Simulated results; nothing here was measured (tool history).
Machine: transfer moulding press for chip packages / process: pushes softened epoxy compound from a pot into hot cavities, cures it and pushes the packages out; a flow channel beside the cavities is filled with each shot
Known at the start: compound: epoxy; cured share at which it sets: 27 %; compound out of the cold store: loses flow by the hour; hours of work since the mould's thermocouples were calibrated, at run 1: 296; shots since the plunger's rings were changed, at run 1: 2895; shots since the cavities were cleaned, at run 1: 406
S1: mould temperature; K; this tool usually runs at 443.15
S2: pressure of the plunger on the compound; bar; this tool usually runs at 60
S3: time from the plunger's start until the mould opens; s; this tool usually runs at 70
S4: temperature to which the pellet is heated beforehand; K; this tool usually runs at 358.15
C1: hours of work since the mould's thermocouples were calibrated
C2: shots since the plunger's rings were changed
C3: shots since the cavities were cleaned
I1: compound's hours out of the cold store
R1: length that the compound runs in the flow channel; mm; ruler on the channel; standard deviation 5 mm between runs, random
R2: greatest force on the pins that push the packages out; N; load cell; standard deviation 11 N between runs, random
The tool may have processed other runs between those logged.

{"run": 1, "hour": 0.0, "S1": 443.15, "S2": 60, "S3": 70, "S4": 358.15, "C1": 296, "C2": 2895, "C3": 406, "I1": 15, "R1": 875, "R2": 735}
{"hour": 33.5, "done": "cavities cleaned with cleaning compound and waxed"}
{"hour": 67.2, "done": "plunger's sealing rings changed"}
{"hour": 91.7, "done": "cavities cleaned with cleaning compound and waxed"}
{"run": 2, "hour": 91.7, "S1": 442.15, "S2": 60, "S3": 70, "S4": 358.15, "C1": 353, "C2": 359, "C3": 0, "I1": 38.3, "R1": 838, "R2": 527}
{"hour": 149.0, "done": "cavities cleaned with cleaning compound and waxed"}
{"run": 3, "hour": 160.5, "S1": 442.15, "S2": 60, "S3": 70, "S4": 358.15, "C1": 397, "C2": 1408, "C3": 179, "I1": 13.6, "R1": 909, "R2": 680}
{"hour": 208.6, "done": "cavities cleaned with cleaning compound and waxed"}
{"run": 4, "hour": 238.5, "S1": 442.15, "S2": 60, "S3": 70, "S4": 358.15, "C1": 447, "C2": 2601, "C3": 467, "I1": 25.3, "R1": 845, "R2": 728}
{"hour": 264.8, "done": "cavities cleaned with cleaning compound and waxed"}
{"run": 5, "hour": 288.2, "S1": 442.15, "S2": 60, "S3": 70, "S4": 358.15, "C1": 479, "C2": 3353, "C3": 366, "I1": 40.1, "R1": 789, "R2": 677}
{"hour": 320.9, "done": "plunger's sealing rings changed"}
{"hour": 322.4, "done": "cavities cleaned with cleaning compound and waxed"}
{"run": 6, "hour": 345.6, "S1": 442.15, "S2": 60, "S3": 70, "S4": 352.15, "C1": 514, "C2": 362, "C3": 362, "I1": 24, "R1": 886, "R2": 714}
{"hour": 379.6, "done": "cavities cleaned with cleaning compound and waxed"}
{"run": 7, "hour": 399.4, "S1": 442.15, "S2": 60, "S3": 70, "S4": 352.15, "C1": 548, "C2": 1177, "C3": 309, "I1": 38.5, "R1": 843, "R2": 642}
{"hour": 434.5, "done": "cavities cleaned with cleaning compound and waxed"}
{"run": 8, "hour": 475.4, "S1": 442.15, "S2": 60, "S3": 70, "S4": 352.15, "C1": 597, "C2": 2339, "C3": 639, "I1": 47, "R1": 781, "R2": 737}
{"hour": 489.5, "done": "cavities cleaned with cleaning compound and waxed"}
{"hour": 547.8, "done": "cavities cleaned with cleaning compound and waxed"}
{"run": 9, "hour": 564.6, "S1": 442.15, "S2": 60, "S3": 70, "S4": 352.15, "C1": 653, "C2": 3682, "C3": 262, "I1": 30.2, "R1": 814, "R2": 669}
{"hour": 571.7, "done": "mould's thermocouples calibrated"}
{"hour": 581.0, "done": "plunger's sealing rings changed"}
{"hour": 608.0, "done": "cavities cleaned with cleaning compound and waxed"}
{"run": 10, "hour": 644.1, "S1": 435.15, "S2": 60, "S3": 70, "S4": 358.15, "C1": 45, "C2": 962, "C3": 563, "I1": 34.5, "R1": 862, "R2": 1064}
{"hour": 662.8, "done": "cavities cleaned with cleaning compound and waxed"}
{"run": 11, "hour": 709.1, "S1": 443.15, "S2": 60, "S3": 70, "S4": 358.15, "C1": 86, "C2": 1952, "C3": 723, "I1": 26.8, "R1": 847, "R2": 691}
{"hour": 724.2, "done": "cavities cleaned with cleaning compound and waxed"}
{"run": 12, "hour": 768.8, "S1": 443.15, "S2": 60, "S3": 70, "S4": 358.15, "C1": 125, "C2": 2859, "C3": 696, "I1": 13.7, "R1": 865, "R2": 707}
{"hour": 780.6, "done": "cavities cleaned with cleaning compound and waxed"}
{"run": 13, "hour": 806.7, "S1": 443.15, "S2": 60, "S3": 99, "S4": 358.15, "C1": 148, "C2": 3426, "C3": 406, "I1": 23.6, "R1": 837, "R2": 489}
{"hour": 837.5, "done": "plunger's sealing rings changed"}
{"hour": 839.0, "done": "cavities cleaned with cleaning compound and waxed"}
{"run": 14, "hour": 880.4, "S1": 443.15, "S2": 60, "S3": 108, "S4": 357.15, "C1": 194, "C2": 645, "C3": 645, "I1": 27.1, "R1": 868, "R2": 522}
{"hour": 895.8, "done": "cavities cleaned with cleaning compound and waxed"}
{"run": 15, "hour": 918.3, "S1": 436.15, "S2": 50.5, "S3": 77, "S4": 357.15, "C1": 218, "C2": 1213, "C3": 351, "I1": 11.8, "R1": 861, "R2": 752}
{"hour": 954.1, "done": "cavities cleaned with cleaning compound and waxed"}
{"run": 16, "hour": 995.6, "S1": 443.15, "S2": 57.8, "S3": 84, "S4": 350.15, "C1": 268, "C2": 2395, "C3": 648, "I1": 23.6, "R1": 836, "R2": 553}
{"hour": 1010.2, "done": "cavities cleaned with cleaning compound and waxed"}
{"run": 17, "hour": 1039.5, "S1": 449.15, "S2": 52.5, "S3": 70, "S4": 352.15, "C1": 295, "C2": 3056, "C3": 457, "I1": 9.7, "R1": 812, "R2": 529}
{"hour": 1066.4, "done": "cavities cleaned with cleaning compound and waxed"}
{"hour": 1092.0, "done": "mould's thermocouples calibrated, once more"}
{"hour": 1102.7, "done": "plunger's sealing rings changed"}
{"hour": 1128.9, "done": "cavities cleaned with cleaning compound and waxed"}
{"run": 18, "hour": 1128.9, "S1": 449.15, "S2": 52.5, "S3": 70, "S4": 352.15, "C1": 22, "C2": 384, "C3": 0, "I1": 28.4, "R1": 803, "R2": 405}
{"run": 19, "hour": 1176.5, "S1": 443.15, "S2": 60, "S3": 101, "S4": 365.15, "C1": 53, "C2": 1127, "C3": 743, "I1": 23.2, "R1": 879, "R2": 531}
{"hour": 1190.7, "done": "cavities cleaned with cleaning compound and waxed"}
{"hour": 1251.4, "done": "cavities cleaned with cleaning compound and waxed"}
{"run": 20, "hour": 1255.7, "S1": 443.15, "S2": 60, "S3": 101, "S4": 365.15, "C1": 103, "C2": 2314, "C3": 66, "I1": 24, "R1": 856, "R2": 405}
{"run": 21, "hour": 1298.5, "S1": 443.15, "S2": 60, "S3": 101, "S4": 365.15, "C1": 131, "C2": 2982, "C3": 734, "I1": 42.8, "R1": 785, "R2": 552}
{"hour": 1306.9, "done": "cavities cleaned with cleaning compound and waxed"}
{"run": 22, "hour": 1341.3, "S1": 443.15, "S2": 57.9, "S3": 52, "S4": 365.15, "C1": 158, "C2": 3625, "C3": 537, "I1": 23.6, "R1": 820, "R2": 1429}
{"hour": 1356.8, "done": "plunger's sealing rings changed"}
{"hour": 1366.5, "done": "cavities cleaned with cleaning compound and waxed"}
{"hour": 1427.9, "done": "cavities cleaned with cleaning compound and waxed"}
{"run": 23, "hour": 1428.4, "S1": 451.15, "S2": 59.9, "S3": 70, "S4": 358.15, "C1": 211, "C2": 1069, "C3": 8, "I1": 9.6, "R1": 900, "R2": 397}
{"hour": 1486.4, "done": "cavities cleaned with cleaning compound and waxed"}
{"run": 24, "hour": 1514.9, "S1": 446.15, "S2": 48.3, "S3": 99, "S4": 352.15, "C1": 267, "C2": 2395, "C3": 444, "I1": 34, "R1": 728, "R2": 502}

Each row is a separate what-if for the run after 24, all from the same tool condition, not one after another. Results?
{"hour": 1545.9, "done": "cavities cleaned with cleaning compound and waxed"}
{"run": "A", "hour": 1588.4, "S1": 446.15, "S2": 48.3, "S3": 99, "S4": 352.15, "C1": 314, "C2": 3517, "C3": 663, "I1": 11.7, "R1": "?", "R2": "?"}
{"hour": 1545.9, "done": "cavities cleaned with cleaning compound and waxed"}
{"run": "B", "hour": 1588.4, "S1": 443.15, "S2": 50, "S3": 70, "S4": 358.15, "C1": 314, "C2": 3517, "C3": 663, "I1": 34.9, "R1": "?", "R2": "?"}
{"hour": 1545.9, "done": "cavities cleaned with cleaning compound and waxed"}
{"run": "C", "hour": 1588.4, "S1": 443.15, "S2": 60, "S3": 79, "S4": 358.15, "C1": 314, "C2": 3517, "C3": 663, "I1": 33.4, "R1": "?", "R2": "?"}
{"hour": 1545.9, "done": "cavities cleaned with cleaning compound and waxed"}
{"run": "D", "hour": 1588.4, "S1": 443.15, "S2": 45.7, "S3": 52, "S4": 358.15, "C1": 314, "C2": 3517, "C3": 663, "I1": 42.6, "R1": "?", "R2": "?"}
{"hour": 1545.9, "done": "cavities cleaned with cleaning compound and waxed"}
{"run": "E", "hour": 1588.4, "S1": 443.15, "S2": 60, "S3": 70, "S4": 351.15, "C1": 314, "C2": 3517, "C3": 663, "I1": 10.4, "R1": "?", "R2": "?"}

run=A R1=777 R2=545
run=B R1=736 R2=746
run=C R1=810 R2=633
run=D R1=681 R2=1520
run=E R1=884 R2=820
With the hidden condition removed and each run's random variation left untouched, the same runs would have given:
run=A R1=835 R2=365
run=B R1=790 R2=520
run=C R1=870 R2=435
run=D R1=731 R2=1061
run=E R1=950 R2=573
